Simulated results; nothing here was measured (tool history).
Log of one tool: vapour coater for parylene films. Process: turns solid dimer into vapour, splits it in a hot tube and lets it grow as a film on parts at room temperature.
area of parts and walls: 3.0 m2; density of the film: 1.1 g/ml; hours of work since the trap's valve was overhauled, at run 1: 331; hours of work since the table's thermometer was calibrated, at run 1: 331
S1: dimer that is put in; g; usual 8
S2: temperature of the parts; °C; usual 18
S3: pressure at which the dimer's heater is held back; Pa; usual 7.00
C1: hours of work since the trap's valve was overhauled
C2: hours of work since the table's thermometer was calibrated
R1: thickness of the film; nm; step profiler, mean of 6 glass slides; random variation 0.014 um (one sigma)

run,hour,S1,S2,S3,C1,C2,R1
1,0.0,8,18,7.00,331,331,1120
2,19.0,8,11,7.00,343,343,1390
3,30.8,8,11,7.00,351,351,1380
4,40.2,8,11,7.00,357,357,1370
5,55.2,8,11,7.00,367,367,1420
6,72.5,8,11,7.00,379,379,1380
7,85.7,8,11,7.00,387,387,1380
8,101.3,8,11,7.00,398,398,1360
9,113.1,8,11,7.00,406,406,1390
10,126.9,8,11,7.00,415,415,1360
11,146.2,8,11,7.00,427,427,1400
12,159.2,8,11,7.00,436,436,1370
13,178.8,8,11,7.00,449,449,1380
14,197.0,8,18,7.00,461,461,1080
15,213.2,8,18,7.00,472,472,1100
16,224.7,8,18,7.00,479,479,1110
17,233.5,8,18,7.00,485,485,1110
18,249.7,8,18,7.00,496,496,1080
19,267.7,8,18,7.00,508,508,1090
20,282.8,8,18,7.00,518,518,1070
21,293.2,5,18,7.00,525,525,670
22,301.6,4,18,7.00,530,530,540
23,310.0,4,18,7.00,536,536,550
24,326.3,4,24,7.00,546,546,440
25,343.9,4,29,4.04,558,558,430
26,360.1,8,13,2.71,569,569,1500
27,368.6,8,13,2.71,574,574,1450
28,378.0,9,23,7.00,581,581,1010
29,391.9,7,18,2.88,590,590,1080
30,408.7,7,18,2.88,601,601,1080
31,426.5,7,25,2.88,613,613,900
32,434.5,7,25,2.88,618,618,870
33,442.9,7,25,2.88,624,624,890
34,456.6,7,25,7.20,633,633,740
35,472.0,5,28,7.00,643,643,490
36,487.3,5,28,7.00,653,653,480
37,504.5,10,11,2.00,664,664,2080
38,523.2,10,11,2.00,677,677,2060
39,540.9,7,16,5.27,688,688,1060
# hour 550.0: trap's valve overhauled
40,559.9,9,19,8.41,7,698,1240
41,571.8,12,29,9.45,14,706,1140
42,587.3,12,29,9.45,25,716,1170
43,597.2,5,29,9.45,31,723,480
44,615.6,5,29,9.45,43,735,510
45,628.7,5,18,6.29,52,744,740
46,637.1,13,20,7.12,58,749,1780
47,647.6,10,22,3.37,65,756,1470
48,658.7,3,15,7.00,72,764,490

3 ways to go on from here, each from the tool as it stands after run 48. What would each give?
A,673.9,9,18,6.74,82,774,?
B,673.9,3,27,4.85,82,774,?
C,673.9,3,16,7.00,82,774,?

run,R1
A,1320
B,370
C,470
Without the tool's hidden state the same runs would have given:
run,R1
A,1320
B,370
C,470
